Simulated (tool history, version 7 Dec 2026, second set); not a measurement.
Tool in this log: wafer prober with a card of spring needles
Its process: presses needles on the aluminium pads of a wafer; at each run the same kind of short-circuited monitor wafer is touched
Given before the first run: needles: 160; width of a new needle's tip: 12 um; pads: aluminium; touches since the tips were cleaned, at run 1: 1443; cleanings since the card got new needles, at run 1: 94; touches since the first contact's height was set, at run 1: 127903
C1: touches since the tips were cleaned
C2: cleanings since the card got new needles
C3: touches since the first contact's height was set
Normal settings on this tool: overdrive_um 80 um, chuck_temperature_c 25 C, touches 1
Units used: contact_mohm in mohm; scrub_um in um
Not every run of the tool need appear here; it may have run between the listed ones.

Run 1, hour 0: usual settings; C1 1443; C2 94; C3 127903. Result: contact_mohm 161 mohm, scrub_um 17.12 um.
At hour 6.3: tips cleaned on abrasive film.
At hour 6.6: height of the first contact set anew.
At hour 14.6: tips cleaned on abrasive film.
Run 2, hour 19.1: usual settings; C1 2776; C2 96; C3 7548. Result: contact_mohm 169 mohm, scrub_um 17.58 um.
At hour 23.1: tips cleaned on abrasive film.
Run 3, hour 29.1: usual settings; C1 3704; C2 97; C3 13593. Result: contact_mohm 174 mohm, scrub_um 17.49 um.
At hour 31: tips cleaned on abrasive film.
At hour 39.3: tips cleaned on abrasive film.
Run 4, hour 40: usual settings; C1 458; C2 99; C3 20113. Result: contact_mohm 147 mohm, scrub_um 17.47 um.
At hour 48.1: tips cleaned on abrasive film.
At hour 56.7: tips cleaned on abrasive film.
Run 5, hour 61.2: usual settings but overdrive_um 81 um; C1 2771; C2 101; C3 32895. Result: contact_mohm 165 mohm, scrub_um 17.55 um.
At hour 65.1: tips cleaned on abrasive film.
At hour 73.3: tips cleaned on abrasive film.
Run 6, hour 73.3: usual settings but touches 2; C1 0; C2 103; C3 40122. Result: contact_mohm 135 mohm, scrub_um 17.34 um.
At hour 82.3: tips cleaned on abrasive film.
Run 7, hour 86.8: usual settings but touches 2; C1 2759; C2 104; C3 48312. Result: contact_mohm 155 mohm, scrub_um 17.35 um.
At hour 91.2: tips cleaned on abrasive film.
Run 8, hour 96.6: usual settings but touches 2; C1 3288; C2 105; C3 54251. Result: contact_mohm 156 mohm, scrub_um 17.38 um.
At hour 99.7: tips cleaned on abrasive film.
At hour 108.1: tips cleaned on abrasive film.
Run 9, hour 111.5: usual settings; C1 2082; C2 107; C3 63203. Result: contact_mohm 167 mohm, scrub_um 17.2 um.
At hour 116.2: tips cleaned on abrasive film.
At hour 123.9: tips cleaned on abrasive film.
Run 10, hour 126.3: usual settings; C1 1473; C2 109; C3 72102. Result: contact_mohm 156 mohm, scrub_um 17.27 um.
At hour 132.4: tips cleaned on abrasive film.
Run 11, hour 137.9: usual settings but overdrive_um 75 um, touches 2; C1 3373; C2 110; C3 79119. Result: contact_mohm 161 mohm, scrub_um 16.07 um.
At hour 140.2: tips cleaned on abrasive film.
At hour 149.1: tips cleaned on abrasive film.
Run 12, hour 154.5: usual settings but overdrive_um 93 um; C1 3324; C2 112; C3 89114. Result: contact_mohm 163 mohm, scrub_um 19.94 um.
At hour 156.9: tips cleaned on abrasive film.
At hour 165.6: tips cleaned on abrasive film.
Run 13, hour 168.2: usual settings but overdrive_um 93 um; C1 1598; C2 114; C3 97311. Result: contact_mohm 154 mohm, scrub_um 20.04 um.
At hour 174.1: tips cleaned on abrasive film.
At hour 182.4: tips cleaned on abrasive film.
At hour 190.2: tips cleaned on abrasive film.
Run 14, hour 190.9: usual settings but overdrive_um 63 um, chuck_temperature_c 63 C; C1 390; C2 117; C3 110946. Result: contact_mohm 158 mohm, scrub_um 13.35 um.
At hour 198.6: tips cleaned on abrasive film.
At hour 206.8: tips cleaned on abrasive film.
Run 15, hour 210.2: usual settings but overdrive_um 86 um, chuck_temperature_c 29 C; C1 2074; C2 119; C3 122624. Result: contact_mohm 162 mohm, scrub_um 18.4 um.
At hour 215.3: tips cleaned on abrasive film.
At hour 223.8: tips cleaned on abrasive film.
At hour 225.7: height of the first contact set anew.
Run 16, hour 226.2: usual settings but overdrive_um 73 um, chuck_temperature_c 41 C; C1 1276; C2 121; C3 334. Result: contact_mohm 161 mohm, scrub_um 16 um.
At hour 231.9: tips cleaned on abrasive film.
At hour 240.9: tips cleaned on abrasive film.
Run 17, hour 247.7: usual settings but overdrive_um 73 um, chuck_temperature_c 41 C; C1 4164; C2 123; C3 13320. Result: contact_mohm 186 mohm, scrub_um 15.93 um.
At hour 249.3: tips cleaned on abrasive film.
At hour 257.1: tips cleaned on abrasive film.
At hour 265: tips cleaned on abrasive film.
Run 18, hour 268.4: usual settings but overdrive_um 73 um, chuck_temperature_c 41 C; C1 2055; C2 126; C3 25740. Result: contact_mohm 175 mohm, scrub_um 15.9 um.
At hour 274.3: tips cleaned on abrasive film.
Run 19, hour 278.2: usual settings but overdrive_um 73 um, chuck_temperature_c 41 C; C1 2432; C2 127; C3 31675. Result: contact_mohm 180 mohm, scrub_um 15.87 um.
At hour 283.6: tips cleaned on abrasive film.
Run 20, hour 288.3: usual settings but chuck_temperature_c 59 C; C1 2852; C2 128; C3 37761. Result: contact_mohm 177 mohm, scrub_um 17.4 um.

Branching from run 20: 3 alternative next runs. What would each branch give?
At hour 292.1: tips cleaned on abrasive film.
Run A, hour 299.5: usual settings but chuck_temperature_c 51 C, touches 2; C1 4517; C2 129; C3 44505. Result: contact_mohm ?, scrub_um ?.
At hour 292.1: tips cleaned on abrasive film.
Run B, hour 299.5: usual settings but chuck_temperature_c 59 C, touches 2; C1 4517; C2 129; C3 44505. Result: contact_mohm ?, scrub_um ?.
At hour 292.1: tips cleaned on abrasive film.
Run C, hour 299.5: usual settings but overdrive_um 71 um, chuck_temperature_c 81 C, touches 2; C1 4517; C2 129; C3 44505. Result: contact_mohm ?, scrub_um ?.

run  contact_mohm  scrub_um
  A           165     17.28
  B           165     17.34
  C           175     15.45
With no hidden state in the tool, these same runs would have given:
run  contact_mohm  scrub_um
  A           137     17.45
  B           138     17.51
  C           142     15.61
